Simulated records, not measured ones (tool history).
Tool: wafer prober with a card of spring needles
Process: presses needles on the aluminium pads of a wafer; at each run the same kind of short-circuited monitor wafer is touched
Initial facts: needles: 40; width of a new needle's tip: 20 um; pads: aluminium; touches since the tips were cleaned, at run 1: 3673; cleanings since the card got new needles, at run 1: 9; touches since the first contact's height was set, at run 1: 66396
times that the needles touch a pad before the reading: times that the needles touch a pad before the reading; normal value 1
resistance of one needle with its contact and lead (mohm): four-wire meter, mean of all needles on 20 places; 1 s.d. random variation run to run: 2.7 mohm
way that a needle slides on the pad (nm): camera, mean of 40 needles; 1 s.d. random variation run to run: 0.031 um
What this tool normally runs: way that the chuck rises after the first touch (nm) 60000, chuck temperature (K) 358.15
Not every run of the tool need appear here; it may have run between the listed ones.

| run | hour | way that the chuck rises after the first touch (nm) | chuck temperature (K) | times that the needles touch a pad before the reading | touches since the tips were cleaned | cleanings since the card got new needles | touches since the first contact's height was set | resistance of one needle with its contact and lead (mohm) | way that a needle slides on the pad (nm) |
|---|---|---|---|---|---|---|---|---|---|
| 1 | 0 | 60000 | 358.15 | 1 | 3673 | 9 | 66396 | 315 | 16500 |
| 2 | 5.1 | 60000 | 358.15 | 1 | 4557 | 9 | 67280 | 304 | 16450 |
| 3 | 12.6 | 60000 | 358.15 | 1 | 5876 | 9 | 68599 | 311 | 16460 |
|  | 14.9 | tips cleaned on abrasive film |
| 4 | 21 | 60000 | 358.15 | 1 | 1071 | 10 | 70055 | 310 | 16440 |
| 5 | 25.5 | 60000 | 358.15 | 1 | 1843 | 10 | 70827 | 309 | 16490 |
| 6 | 31.1 | 60000 | 358.15 | 1 | 2828 | 10 | 71812 | 310 | 16440 |
| 7 | 37 | 60000 | 358.15 | 2 | 3864 | 10 | 72848 | 307 | 16490 |
| 8 | 41.7 | 62000 | 358.15 | 1 | 4677 | 10 | 73661 | 309 | 16950 |
|  | 51.1 | tips cleaned on abrasive film |
| 9 | 51.3 | 62000 | 358.15 | 1 | 46 | 11 | 75329 | 307 | 17000 |
| 10 | 61.1 | 62000 | 358.15 | 1 | 1744 | 11 | 77027 | 312 | 17000 |
| 11 | 66.2 | 62000 | 358.15 | 1 | 2645 | 11 | 77928 | 314 | 16980 |
| 12 | 74.4 | 60000 | 307.15 | 1 | 4070 | 11 | 79353 | 295 | 16500 |
| 13 | 78.9 | 44000 | 331.15 | 3 | 4850 | 11 | 80133 | 314 | 12070 |
|  | 87 | tips cleaned on abrasive film |
| 14 | 87 | 44000 | 331.15 | 3 | 0 | 12 | 81531 | 314 | 12030 |
| 15 | 95 | 60000 | 300.15 | 2 | 1400 | 12 | 82931 | 287 | 16430 |
| 16 | 103.1 | 60000 | 300.15 | 1 | 2822 | 12 | 84353 | 289 | 16470 |
| 17 | 108.8 | 44000 | 300.15 | 1 | 3821 | 12 | 85352 | 302 | 12060 |
| 18 | 114.3 | 60000 | 354.15 | 2 | 4774 | 12 | 86305 | 311 | 16510 |
| 19 | 118.6 | 60000 | 354.15 | 2 | 5530 | 12 | 87061 | 308 | 16450 |
|  | 122.7 | tips cleaned on abrasive film |
| 20 | 128.1 | 43000 | 307.15 | 1 | 951 | 13 | 88703 | 301 | 11840 |
| 21 | 138.1 | 75000 | 300.15 | 1 | 2702 | 13 | 90454 | 282 | 20500 |
| 22 | 144.2 | 75000 | 300.15 | 1 | 3762 | 13 | 91514 | 286 | 20510 |

4 options for the next run, each taken on its own from the tool as it stands now. Forecast them:
| A | 149.2 | 70000 | 358.15 | 1 | 4632 | 13 | 92384 | ? | ? |
| B | 149.2 | 60000 | 300.15 | 1 | 4632 | 13 | 92384 | ? | ? |
| C | 149.2 | 75000 | 300.15 | 2 | 4632 | 13 | 92384 | ? | ? |
| D | 149.2 | 54000 | 313.15 | 2 | 4632 | 13 | 92384 | ? | ? |

| run | resistance of one needle with its contact and lead (mohm) | way that a needle slides on the pad (nm) |
|---|---|---|
| A | 308 | 19170 |
| B | 290 | 16440 |
| C | 278 | 20500 |
| D | 296 | 14770 |
The same runs, with their run-to-run variation unchanged, on a tool lacking any hidden condition would have given:
| run | resistance of one needle with its contact and lead (mohm) | way that a needle slides on the pad (nm) |
|---|---|---|
| A | 308 | 19170 |
| B | 290 | 16440 |
| C | 278 | 20500 |
| D | 295 | 14770 |

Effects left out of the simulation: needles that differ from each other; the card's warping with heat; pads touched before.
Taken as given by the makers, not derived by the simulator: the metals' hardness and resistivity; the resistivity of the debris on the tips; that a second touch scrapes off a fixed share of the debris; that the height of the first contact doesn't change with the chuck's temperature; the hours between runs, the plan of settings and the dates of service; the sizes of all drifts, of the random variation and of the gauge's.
